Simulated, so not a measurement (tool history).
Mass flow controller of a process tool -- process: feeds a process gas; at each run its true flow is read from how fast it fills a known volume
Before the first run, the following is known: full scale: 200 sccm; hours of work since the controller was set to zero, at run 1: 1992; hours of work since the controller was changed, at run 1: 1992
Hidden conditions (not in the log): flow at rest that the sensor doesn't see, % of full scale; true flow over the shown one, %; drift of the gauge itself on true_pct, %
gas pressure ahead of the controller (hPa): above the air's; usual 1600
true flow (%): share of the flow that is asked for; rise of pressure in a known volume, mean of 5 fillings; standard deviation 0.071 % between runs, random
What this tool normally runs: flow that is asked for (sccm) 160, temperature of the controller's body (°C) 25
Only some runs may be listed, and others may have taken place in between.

run,day,flow that is asked for (sccm),gas pressure ahead of the controller (hPa),temperature of the controller's body (°C),hours of work since the controller was set to zero,hours of work since the controller was changed,true flow (%)
1,0.000,160,1600,25,1992,1992,99.62
2,2.879,160,1580,25,2039,2039,99.61
3,6.229,160,1580,25,2094,2094,99.50
4,10.092,160,1580,25,2157,2157,99.54
5,12.512,160,1580,25,2196,2196,99.51
6,14.958,160,1600,25,2236,2236,99.51
7,17.525,160,1600,25,2278,2278,99.54
8,19.621,155,1600,25,2313,2313,99.41
9,24.567,160,1600,25,2393,2393,99.38
10,27.517,160,1600,36,2442,2442,98.54
11,31.658,160,1600,25,2510,2510,99.49
12,35.646,160,1600,25,2575,2575,99.47
13,39.117,160,1600,25,2632,2632,99.54
14,41.392,160,1600,25,2669,2669,99.52
15,43.508,160,1600,24,2703,2703,99.49
16,45.921,160,1600,24,2743,2743,99.70
17,49.262,134,2180,25,2798,2798,99.35
18,54.292,76,1570,29,2880,2880,97.63
19,59.162,160,1600,35,2960,2960,98.65
20,64.146,113,1960,25,3041,3041,98.89
21,68.975,113,1960,25,3120,3120,98.86
22,74.050,113,1960,25,3203,3203,98.86
23,77.729,113,2610,39,3263,3263,97.76
24,82.496,157,1620,39,3341,3341,98.19

Branching from run 24: 4 alternative next runs. What would each branch give?
A,86.850,152,1600,25,3412,3412,?
B,86.850,160,1600,24,3412,3412,?
C,86.850,45,1570,30,3412,3412,?
D,86.850,37,2780,34,3412,3412,?

run,true flow (%)
A,99.43
B,99.60
C,95.60
D,94.51
With no hidden state in the tool, these same runs would have given:
run,true flow (%)
A,99.65
B,99.77
C,98.58
D,98.32
